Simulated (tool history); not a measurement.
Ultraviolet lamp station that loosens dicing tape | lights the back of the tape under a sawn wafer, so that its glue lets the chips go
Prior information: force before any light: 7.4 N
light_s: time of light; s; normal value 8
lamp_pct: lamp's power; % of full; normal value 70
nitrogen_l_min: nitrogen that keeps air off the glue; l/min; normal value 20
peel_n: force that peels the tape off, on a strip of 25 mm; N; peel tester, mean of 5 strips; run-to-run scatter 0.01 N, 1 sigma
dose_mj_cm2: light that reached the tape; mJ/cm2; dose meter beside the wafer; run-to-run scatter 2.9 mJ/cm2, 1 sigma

run,day,light_s,lamp_pct,nitrogen_l_min,peel_n,dose_mj_cm2
1,0,8,70,20,0.442,419
2,0.933,14,70,20,0.105,735
3,1.483,8,70,20,0.446,420
4,2.133,8,70,20,0.447,425
5,2.892,8,79,20,0.318,473
6,3.562,8,79,20,0.32,471
7,4.242,9,70,20,0.319,469
8,4.858,9,70,20,0.32,472
9,5.338,9,70,20,0.323,472
10,5.954,8,89,20,0.238,532
11,6.579,8,63,20,0.58,379
12,7.571,8,65,20,0.522,387
13,8.467,8,70,11,0.672,419
14,8.975,8,70,11,0.679,421
15,10.067,8,76,27,0.289,455
16,10.867,15,70,11,0.126,790
17,11.912,15,70,11,0.129,780
# day 12.688: window cleaned of glue's vapour
18,12.938,13,82,8,0.168,799
19,14.062,8,89,19,0.239,536
20,15.092,8,89,19,0.235,534
21,16.217,8,89,19,0.24,535
22,17.225,8,89,19,0.237,533
23,17.721,8,89,19,0.251,533
24,18.196,8,99,20,0.183,592
25,19.179,8,99,20,0.177,588

Run 26 has not been measured yet. What should we expect?
26,20.275,13,71,26,?,?

{"run 26": {"peel_n": 0.112, "dose_mj_cm2": 688}}
The same run, on a tool lacking any hidden state, would have yielded peel_n 0.112 N, dose_mj_cm2 689 mJ/cm2.
